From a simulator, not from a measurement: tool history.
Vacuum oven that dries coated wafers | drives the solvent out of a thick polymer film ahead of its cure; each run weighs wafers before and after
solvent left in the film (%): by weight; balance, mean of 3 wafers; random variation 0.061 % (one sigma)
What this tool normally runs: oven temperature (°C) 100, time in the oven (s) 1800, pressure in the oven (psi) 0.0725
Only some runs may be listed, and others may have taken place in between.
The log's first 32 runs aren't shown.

{"run": 33, "day": 52.408, "oven temperature (°C)": 104, "time in the oven (s)": 2040, "pressure in the oven (psi)": 0.0725, "solvent left in the film (%)": 1.4}
{"run": 34, "day": 53.65, "oven temperature (°C)": 100, "time in the oven (s)": 2580, "pressure in the oven (psi)": 0.0466, "solvent left in the film (%)": 1.42}
{"run": 35, "day": 55.242, "oven temperature (°C)": 100, "time in the oven (s)": 1800, "pressure in the oven (psi)": 0.0802, "solvent left in the film (%)": 3.05}
{"run": 36, "day": 56.85, "oven temperature (°C)": 100, "time in the oven (s)": 1860, "pressure in the oven (psi)": 0.0432, "solvent left in the film (%)": 2.77}
{"run": 37, "day": 59.071, "oven temperature (°C)": 100, "time in the oven (s)": 900, "pressure in the oven (psi)": 0.2294, "solvent left in the film (%)": 7.12}
{"run": 38, "day": 60.425, "oven temperature (°C)": 100, "time in the oven (s)": 900, "pressure in the oven (psi)": 0.2294, "solvent left in the film (%)": 7.15}
{"run": 39, "day": 61.4, "oven temperature (°C)": 100, "time in the oven (s)": 900, "pressure in the oven (psi)": 0.2294, "solvent left in the film (%)": 7.25}
{"run": 40, "day": 62.612, "oven temperature (°C)": 93, "time in the oven (s)": 1980, "pressure in the oven (psi)": 0.2294, "solvent left in the film (%)": 5.22}
{"run": 41, "day": 63.629, "oven temperature (°C)": 92, "time in the oven (s)": 1800, "pressure in the oven (psi)": 0.1295, "solvent left in the film (%)": 6.13}
{"run": 42, "day": 65.421, "oven temperature (°C)": 110, "time in the oven (s)": 1020, "pressure in the oven (psi)": 0.2891, "solvent left in the film (%)": 2.94}
{"run": 43, "day": 66.917, "oven temperature (°C)": 97, "time in the oven (s)": 2340, "pressure in the oven (psi)": 0.2254, "solvent left in the film (%)": 2.9}
{"run": 44, "day": 68.229, "oven temperature (°C)": 86, "time in the oven (s)": 2940, "pressure in the oven (psi)": 0.2409, "solvent left in the film (%)": 5.93}
{"run": 45, "day": 70.512, "oven temperature (°C)": 111, "time in the oven (s)": 3000, "pressure in the oven (psi)": 0.1165, "solvent left in the film (%)": 0.09}
{"run": 46, "day": 72.242, "oven temperature (°C)": 100, "time in the oven (s)": 1020, "pressure in the oven (psi)": 0.1492, "solvent left in the film (%)": 6.36}

Consider 5 possible next runs. They are alternatives, not a sequence: every one starts from the tool as it was left by run 46. What does each give?
{"run": "A", "day": 74.35, "oven temperature (°C)": 85, "time in the oven (s)": 960, "pressure in the oven (psi)": 0.1492, "solvent left in the film (%)": "?"}
{"run": "B", "day": 74.35, "oven temperature (°C)": 92, "time in the oven (s)": 1800, "pressure in the oven (psi)": 0.0725, "solvent left in the film (%)": "?"}
{"run": "C", "day": 74.35, "oven temperature (°C)": 100, "time in the oven (s)": 1020, "pressure in the oven (psi)": 0.0612, "solvent left in the film (%)": "?"}
{"run": "D", "day": 74.35, "oven temperature (°C)": 89, "time in the oven (s)": 2100, "pressure in the oven (psi)": 0.0934, "solvent left in the film (%)": "?"}
{"run": "E", "day": 74.35, "oven temperature (°C)": 108, "time in the oven (s)": 1020, "pressure in the oven (psi)": 0.0685, "solvent left in the film (%)": "?"}

run=A solvent_left_in_the_film_(%)=11.98
run=B solvent_left_in_the_film_(%)=5.88
run=C solvent_left_in_the_film_(%)=5.96
run=D solvent_left_in_the_film_(%)=6.31
run=E solvent_left_in_the_film_(%)=3.15
Take away the tool's hidden state, keep each run's random variation, and the runs would have read:
run=A solvent_left_in_the_film_(%)=12.52
run=B solvent_left_in_the_film_(%)=6.63
run=C solvent_left_in_the_film_(%)=6.70
run=D solvent_left_in_the_film_(%)=7.08
run=E solvent_left_in_the_film_(%)=3.76
